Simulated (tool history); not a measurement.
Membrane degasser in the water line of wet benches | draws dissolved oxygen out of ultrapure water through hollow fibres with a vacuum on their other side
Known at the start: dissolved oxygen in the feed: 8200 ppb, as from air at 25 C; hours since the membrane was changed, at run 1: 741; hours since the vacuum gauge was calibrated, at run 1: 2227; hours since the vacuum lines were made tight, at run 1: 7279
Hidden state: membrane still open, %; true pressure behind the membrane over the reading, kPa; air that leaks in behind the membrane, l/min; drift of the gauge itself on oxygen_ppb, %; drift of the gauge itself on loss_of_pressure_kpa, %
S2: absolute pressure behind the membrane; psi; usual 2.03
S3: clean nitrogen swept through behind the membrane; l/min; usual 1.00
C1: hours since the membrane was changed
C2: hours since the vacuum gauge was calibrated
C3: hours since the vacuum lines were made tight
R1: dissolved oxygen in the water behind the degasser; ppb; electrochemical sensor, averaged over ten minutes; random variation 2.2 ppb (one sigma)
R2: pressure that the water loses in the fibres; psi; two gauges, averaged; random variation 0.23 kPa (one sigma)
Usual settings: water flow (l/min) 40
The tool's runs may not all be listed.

run 1 hour=0.0 | water_flow_(l/min)=40 S2=2.03 S3=1.00 | C1=741 C2=2227 C3=7279 | R1=804.9 R2=8.792
run 2 hour=69.8 | water_flow_(l/min)=48 S2=2.03 S3=1.00 | C1=810 C2=2296 C3=7349 | R1=918.7 R2=10.453
run 3 hour=126.5 | water_flow_(l/min)=48 S2=2.03 S3=1.00 | C1=867 C2=2353 C3=7405 | R1=919.8 R2=10.454
run 4 hour=191.3 | water_flow_(l/min)=40 S2=2.03 S3=1.00 | C1=932 C2=2418 C3=7470 | R1=810.4 R2=8.740
run 5 hour=242.2 | water_flow_(l/min)=40 S2=2.03 S3=1.00 | C1=983 C2=2469 C3=7521 | R1=808.8 R2=8.810
run 6 hour=324.5 | water_flow_(l/min)=40 S2=2.03 S3=1.12 | C1=1065 C2=2551 C3=7603 | R1=742.7 R2=8.715
run 7 hour=370.8 | water_flow_(l/min)=40 S2=3.54 S3=1.00 | C1=1112 C2=2597 C3=7650 | R1=1465.8 R2=8.702
run 8 hour=425.7 | water_flow_(l/min)=40 S2=3.54 S3=1.00 | C1=1166 C2=2652 C3=7705 | R1=1458.7 R2=8.750
run 9 hour=513.1 | water_flow_(l/min)=40 S2=3.54 S3=1.00 | C1=1254 C2=2740 C3=7792 | R1=1464.8 R2=8.707
run 10 hour=579.9 | water_flow_(l/min)=40 S2=4.66 S3=1.00 | C1=1321 C2=2807 C3=7859 | R1=1881.8 R2=8.686
-- hour=588.0 seals of the vacuum lines changed
run 11 hour=685.3 | water_flow_(l/min)=48 S2=1.58 S3=0.99 | C1=1424 C2=2910 C3=97 | R1=683.9 R2=10.483
-- hour=696.0 vacuum gauge calibrated
run 12 hour=757.1 | water_flow_(l/min)=48 S2=1.58 S3=0.99 | C1=1495 C2=61 C3=169 | R1=689.4 R2=10.604
run 13 hour=828.3 | water_flow_(l/min)=48 S2=1.38 S3=1.99 | C1=1566 C2=132 C3=240 | R1=331.3 R2=10.538
run 14 hour=881.9 | water_flow_(l/min)=30 S2=2.38 S3=1.99 | C1=1620 C2=186 C3=293 | R1=441.4 R2=6.522
-- hour=941.2 vacuum gauge calibrated, once more
run 15 hour=949.0 | water_flow_(l/min)=52 S2=1.81 S3=0.63 | C1=1687 C2=8 C3=360 | R1=1154.4 R2=11.426
run 16 hour=1010.8 | water_flow_(l/min)=52 S2=1.81 S3=0.63 | C1=1749 C2=70 C3=422 | R1=1147.5 R2=11.425
run 17 hour=1086.5 | water_flow_(l/min)=64 S2=2.94 S3=1.00 | C1=1824 C2=145 C3=497 | R1=1658.7 R2=14.040
run 18 hour=1149.0 | water_flow_(l/min)=63 S2=2.73 S3=2.33 | C1=1887 C2=208 C3=560 | R1=838.2 R2=13.770
run 19 hour=1198.2 | water_flow_(l/min)=63 S2=2.97 S3=2.43 | C1=1936 C2=257 C3=609 | R1=886.2 R2=13.826

5 ways to go on from here, each from the tool as it stands after run 19. What would each give?
run A hour=1299.3 | water_flow_(l/min)=25 S2=5.08 S3=2.43 | C1=2037 C2=358 C3=710 | R1=? R2=?
run B hour=1299.3 | water_flow_(l/min)=26 S2=1.51 S3=1.00 | C1=2037 C2=358 C3=710 | R1=? R2=?
run C hour=1299.3 | water_flow_(l/min)=42 S2=3.35 S3=1.39 | C1=2037 C2=358 C3=710 | R1=? R2=?
run D hour=1299.3 | water_flow_(l/min)=28 S2=1.80 S3=1.08 | C1=2037 C2=358 C3=710 | R1=? R2=?
run E hour=1299.3 | water_flow_(l/min)=33 S2=2.96 S3=1.00 | C1=2037 C2=358 C3=710 | R1=? R2=?

run=A R1=710.0 R2=5.511
run=B R1=389.3 R2=5.681
run=C R1=1125.5 R2=9.235
run=D R1=489.3 R2=6.142
run=E R1=1054.8 R2=7.255
Without the tool's hidden state the same runs would have given:
run=A R1=709.0 R2=5.453
run=B R1=389.5 R2=5.622
run=C R1=1125.3 R2=9.137
run=D R1=489.4 R2=6.079
run=E R1=1054.8 R2=7.179
